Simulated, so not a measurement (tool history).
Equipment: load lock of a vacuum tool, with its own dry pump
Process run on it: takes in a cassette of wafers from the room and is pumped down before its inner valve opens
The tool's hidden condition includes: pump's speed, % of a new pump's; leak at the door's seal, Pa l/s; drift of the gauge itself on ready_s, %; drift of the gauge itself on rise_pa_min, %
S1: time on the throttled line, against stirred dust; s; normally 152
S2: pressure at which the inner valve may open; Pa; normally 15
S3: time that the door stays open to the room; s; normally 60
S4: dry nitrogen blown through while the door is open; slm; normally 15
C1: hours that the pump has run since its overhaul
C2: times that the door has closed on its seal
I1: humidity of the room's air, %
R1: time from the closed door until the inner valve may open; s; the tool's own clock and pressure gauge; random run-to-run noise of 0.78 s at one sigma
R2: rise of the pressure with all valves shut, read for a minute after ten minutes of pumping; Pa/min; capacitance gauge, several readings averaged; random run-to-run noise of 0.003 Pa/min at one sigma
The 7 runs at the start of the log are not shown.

run 8 hour=666.1 | S1=278 S2=15 S3=60 S4=15 | C1=3364 C2=13936 | I1=45.7 | R1=334.2 R2=0.120
run 9 hour=757.7 | S1=152 S2=15 S3=60 S4=23 | C1=3456 C2=14362 | I1=44.0 | R1=231.4 R2=0.122
run 10 hour=858.5 | S1=152 S2=15 S3=60 S4=15 | C1=3556 C2=14831 | I1=45.0 | R1=231.4 R2=0.125
run 11 hour=989.8 | S1=152 S2=15 S3=60 S4=15 | C1=3688 C2=15441 | I1=45.4 | R1=231.1 R2=0.136
run 12 hour=1120.6 | S1=152 S2=15 S3=60 S4=23 | C1=3819 C2=16049 | I1=39.5 | R1=231.3 R2=0.129
run 13 hour=1194.6 | S1=152 S2=14 S3=60 S4=23 | C1=3892 C2=16393 | I1=44.0 | R1=232.7 R2=0.136
run 14 hour=1249.6 | S1=152 S2=15 S3=29 S4=15 | C1=3947 C2=16648 | I1=42.4 | R1=232.2 R2=0.134
run 15 hour=1328.4 | S1=152 S2=12 S3=60 S4=15 | C1=4026 C2=17015 | I1=43.6 | R1=235.0 R2=0.144
run 16 hour=1436.9 | S1=152 S2=15 S3=60 S4=15 | C1=4135 C2=17519 | I1=45.8 | R1=230.8 R2=0.160
run 17 hour=1525.4 | S1=152 S2=15 S3=60 S4=15 | C1=4223 C2=17930 | I1=45.7 | R1=232.1 R2=0.161
run 18 hour=1637.6 | S1=152 S2=15 S3=122 S4=15 | C1=4335 C2=18452 | I1=46.3 | R1=231.6 R2=0.176
run 19 hour=1737.1 | S1=152 S2=29 S3=122 S4=15 | C1=4435 C2=18914 | I1=42.7 | R1=224.5 R2=0.174

For run 20, what comes out?
run 20 hour=1867.0 | S1=152 S2=15 S3=227 S4=17 | C1=4565 C2=19518 | I1=47.7 | R1=? R2=?

Run 20 yielded R1 232.5 s, R2 0.192 Pa/min.
Had the tool carried no hidden state, the very same run would have given R1 229.1 s, R2 0.052 Pa/min.
